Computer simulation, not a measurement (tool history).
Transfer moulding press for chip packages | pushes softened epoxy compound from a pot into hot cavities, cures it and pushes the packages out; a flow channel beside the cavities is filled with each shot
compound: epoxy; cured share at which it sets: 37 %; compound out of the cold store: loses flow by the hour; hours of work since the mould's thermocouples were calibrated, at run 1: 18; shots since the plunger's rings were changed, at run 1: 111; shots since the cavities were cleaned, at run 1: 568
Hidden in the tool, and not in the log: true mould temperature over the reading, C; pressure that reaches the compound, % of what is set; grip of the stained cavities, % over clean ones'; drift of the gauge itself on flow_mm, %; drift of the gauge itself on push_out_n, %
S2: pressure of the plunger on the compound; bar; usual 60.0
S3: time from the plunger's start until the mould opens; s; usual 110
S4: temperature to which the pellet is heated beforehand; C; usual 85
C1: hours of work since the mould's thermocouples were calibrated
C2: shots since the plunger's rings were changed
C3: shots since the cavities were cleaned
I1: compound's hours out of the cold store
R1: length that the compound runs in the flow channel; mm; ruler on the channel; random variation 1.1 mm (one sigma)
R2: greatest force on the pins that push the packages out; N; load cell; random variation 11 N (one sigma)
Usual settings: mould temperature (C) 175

{"run": 1, "hour": 0.0, "mould temperature (C)": 175, "S2": 60.0, "S3": 110, "S4": 85, "C1": 18, "C2": 111, "C3": 568, "I1": 31.2, "R1": 524, "R2": 717}
{"hour": 18.2, "done": "cavities cleaned with cleaning compound and waxed"}
{"run": 2, "hour": 27.2, "mould temperature (C)": 175, "S2": 60.0, "S3": 110, "S4": 85, "C1": 34, "C2": 368, "C3": 90, "I1": 41.1, "R1": 506, "R2": 553}
{"run": 3, "hour": 51.0, "mould temperature (C)": 175, "S2": 60.0, "S3": 110, "S4": 85, "C1": 48, "C2": 604, "C3": 326, "I1": 44.3, "R1": 502, "R2": 666}
{"run": 4, "hour": 84.9, "mould temperature (C)": 175, "S2": 60.0, "S3": 110, "S4": 85, "C1": 69, "C2": 942, "C3": 664, "I1": 9.7, "R1": 551, "R2": 793}
{"hour": 93.2, "done": "cavities cleaned with cleaning compound and waxed"}
{"run": 5, "hour": 104.4, "mould temperature (C)": 175, "S2": 60.0, "S3": 110, "S4": 85, "C1": 80, "C2": 1121, "C3": 111, "I1": 17.7, "R1": 539, "R2": 568}
{"run": 6, "hour": 132.1, "mould temperature (C)": 175, "S2": 60.0, "S3": 110, "S4": 85, "C1": 97, "C2": 1397, "C3": 387, "I1": 29.9, "R1": 518, "R2": 686}
{"run": 7, "hour": 153.6, "mould temperature (C)": 175, "S2": 60.0, "S3": 110, "S4": 85, "C1": 110, "C2": 1612, "C3": 602, "I1": 32.7, "R1": 511, "R2": 753}
{"hour": 168.0, "done": "cavities cleaned with cleaning compound and waxed"}
{"run": 8, "hour": 177.7, "mould temperature (C)": 175, "S2": 60.0, "S3": 147, "S4": 85, "C1": 124, "C2": 1836, "C3": 96, "I1": 35.4, "R1": 508, "R2": 495}
{"run": 9, "hour": 208.6, "mould temperature (C)": 175, "S2": 60.0, "S3": 147, "S4": 85, "C1": 143, "C2": 2144, "C3": 404, "I1": 45.8, "R1": 489, "R2": 589}
{"hour": 213.8, "done": "mould's thermocouples calibrated"}
{"run": 10, "hour": 230.3, "mould temperature (C)": 175, "S2": 60.0, "S3": 147, "S4": 85, "C1": 10, "C2": 2340, "C3": 600, "I1": 35.7, "R1": 502, "R2": 633}
{"hour": 245.3, "done": "cavities cleaned with cleaning compound and waxed"}
{"run": 11, "hour": 245.8, "mould temperature (C)": 175, "S2": 60.0, "S3": 147, "S4": 85, "C1": 19, "C2": 2480, "C3": 5, "I1": 14.0, "R1": 537, "R2": 472}
{"hour": 264.9, "done": "plunger's sealing rings changed"}
{"run": 12, "hour": 280.5, "mould temperature (C)": 175, "S2": 60.0, "S3": 147, "S4": 85, "C1": 38, "C2": 155, "C3": 325, "I1": 18.6, "R1": 543, "R2": 573}
{"hour": 290.7, "done": "mould's thermocouples calibrated, once more"}
{"run": 13, "hour": 304.2, "mould temperature (C)": 173, "S2": 72.5, "S3": 147, "S4": 92, "C1": 8, "C2": 372, "C3": 542, "I1": 30.1, "R1": 576, "R2": 626}
{"hour": 325.5, "done": "cavities cleaned with cleaning compound and waxed"}
{"run": 14, "hour": 335.6, "mould temperature (C)": 178, "S2": 58.0, "S3": 97, "S4": 81, "C1": 27, "C2": 670, "C3": 101, "I1": 9.9, "R1": 542, "R2": 632}

Forecast each of these 4 alternatives for the next run:
{"run": "A", "hour": 363.3, "mould temperature (C)": 179, "S2": 58.0, "S3": 97, "S4": 81, "C1": 43, "C2": 946, "C3": 377, "I1": 32.2, "R1": "?", "R2": "?"}
{"run": "B", "hour": 363.3, "mould temperature (C)": 175, "S2": 60.0, "S3": 110, "S4": 79, "C1": 43, "C2": 946, "C3": 377, "I1": 12.2, "R1": "?", "R2": "?"}
{"run": "C", "hour": 363.3, "mould temperature (C)": 173, "S2": 58.0, "S3": 97, "S4": 78, "C1": 43, "C2": 946, "C3": 377, "I1": 41.3, "R1": "?", "R2": "?"}
{"run": "D", "hour": 363.3, "mould temperature (C)": 183, "S2": 49.6, "S3": 110, "S4": 89, "C1": 43, "C2": 946, "C3": 377, "I1": 12.0, "R1": "?", "R2": "?"}

run=A R1=502 R2=701
run=B R1=548 R2=715
run=C R1=494 R2=966
run=D R1=492 R2=607
Without the tool's hidden state the same runs would have given:
run=A R1=510 R2=530
run=B R1=557 R2=539
run=C R1=502 R2=729
run=D R1=500 R2=453
